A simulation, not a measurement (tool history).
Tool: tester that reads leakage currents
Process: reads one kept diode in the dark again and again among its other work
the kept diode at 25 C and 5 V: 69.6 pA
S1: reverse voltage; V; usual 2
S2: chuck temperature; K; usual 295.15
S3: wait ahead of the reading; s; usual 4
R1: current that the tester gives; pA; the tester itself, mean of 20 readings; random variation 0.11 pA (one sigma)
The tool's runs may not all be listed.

| run | hour | S1 | S2 | S3 | R1 |
|---|---|---|---|---|---|
| 1 | 0 | 2 | 295.15 | 4 | 32.61 |
| 2 | 42 | 2 | 303.15 | 4 | 65.3 |
| 3 | 121.7 | 2 | 303.15 | 4 | 65.3 |
| 4 | 185.6 | 2 | 303.15 | 4 | 65.48 |
| 5 | 248.1 | 2 | 303.15 | 4 | 65.67 |
| 6 | 299.6 | 6.97 | 323.15 | 1.09 | 676.1 |
| 7 | 365.2 | 5.7 | 295.15 | 0.99 | 64.3 |
| 8 | 405.7 | 5.7 | 295.15 | 0.99 | 63.96 |
| 9 | 447.3 | 2.06 | 294.15 | 0.99 | 31.54 |
| 10 | 502.2 | 2 | 295.15 | 0.3 | 34.46 |

Hidden state or all else? Some run-to-run changes of R1, split into what the settings, what came in and random variation would give without the hidden state, and what is left for the hidden state (with any gauge scatter that isn't in both results):
The hidden state here: stray current of the dirty probe card, pA a volt; current scale over the true one, %; true chuck temperature over the reading, C; drift of the gauge itself on leakage_pa, %.
Run 5 -> 6: S1 2 -> 6.97, S2 303.15 -> 323.15, S3 4 -> 1.09. R1 +610.43 pA: hidden state +8.54, all else +601.89.
Run 6 -> 7: S1 6.97 -> 5.7, S2 323.15 -> 295.15, S3 1.09 -> 0.99. R1 -611.8 pA: hidden state -4.73, all else -607.07.
